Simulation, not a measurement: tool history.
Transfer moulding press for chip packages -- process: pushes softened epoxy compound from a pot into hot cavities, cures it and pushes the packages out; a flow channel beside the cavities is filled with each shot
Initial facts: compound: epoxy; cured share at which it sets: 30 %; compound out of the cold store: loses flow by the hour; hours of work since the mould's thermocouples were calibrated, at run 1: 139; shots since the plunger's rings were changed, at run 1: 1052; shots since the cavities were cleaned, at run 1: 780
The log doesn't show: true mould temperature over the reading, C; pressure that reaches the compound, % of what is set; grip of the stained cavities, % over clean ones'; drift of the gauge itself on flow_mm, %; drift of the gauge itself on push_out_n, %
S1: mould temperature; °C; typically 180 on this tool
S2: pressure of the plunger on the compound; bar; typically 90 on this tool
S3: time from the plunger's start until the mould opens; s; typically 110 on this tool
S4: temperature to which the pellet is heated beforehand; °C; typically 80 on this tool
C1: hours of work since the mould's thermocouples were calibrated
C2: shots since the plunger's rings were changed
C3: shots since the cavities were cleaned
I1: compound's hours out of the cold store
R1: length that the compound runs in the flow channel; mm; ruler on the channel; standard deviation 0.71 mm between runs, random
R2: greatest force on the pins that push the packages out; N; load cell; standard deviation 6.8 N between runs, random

| run | hour | S1 | S2 | S3 | S4 | C1 | C2 | C3 | I1 | R1 | R2 |
|---|---|---|---|---|---|---|---|---|---|---|---|
| 1 | 0 | 180 | 90 | 110 | 80 | 139 | 1052 | 780 | 42.3 | 518 | 566 |
|  | 31.9 | cavities cleaned with cleaning compound and waxed |
| 2 | 71 | 179 | 90 | 110 | 80 | 192 | 1955 | 508 | 27.5 | 564.4 | 559 |
|  | 119.6 | cavities cleaned with cleaning compound and waxed |
| 3 | 121.4 | 180 | 90 | 110 | 80 | 228 | 2590 | 23 | 28.9 | 552.8 | 282 |
|  | 154.9 | plunger's sealing rings changed |
| 4 | 175.8 | 180 | 90 | 110 | 80 | 268 | 271 | 698 | 12.7 | 621.8 | 583 |
|  | 209.7 | cavities cleaned with cleaning compound and waxed |
| 5 | 220.6 | 180 | 90 | 110 | 80 | 300 | 834 | 142 | 11.2 | 622.3 | 392 |
| 6 | 282.9 | 180 | 90 | 110 | 80 | 347 | 1643 | 951 | 26.6 | 566.2 | 584 |
|  | 299.7 | cavities cleaned with cleaning compound and waxed |
| 7 | 380.5 | 180 | 90 | 110 | 80 | 419 | 2891 | 1050 | 24.9 | 564.4 | 571 |

For run 8, what comes out?
|  | 388.3 | plunger's sealing rings changed |
|  | 389.8 | cavities cleaned with cleaning compound and waxed |
| 8 | 472.9 | 174 | 104.5 | 138 | 87 | 486 | 1079 | 1079 | 37.3 | ? | ? |

R1: 594.4 mm
R2: 552 N
Without the tool's hidden state the same run would have given R1 602.1 mm, R2 251 N.
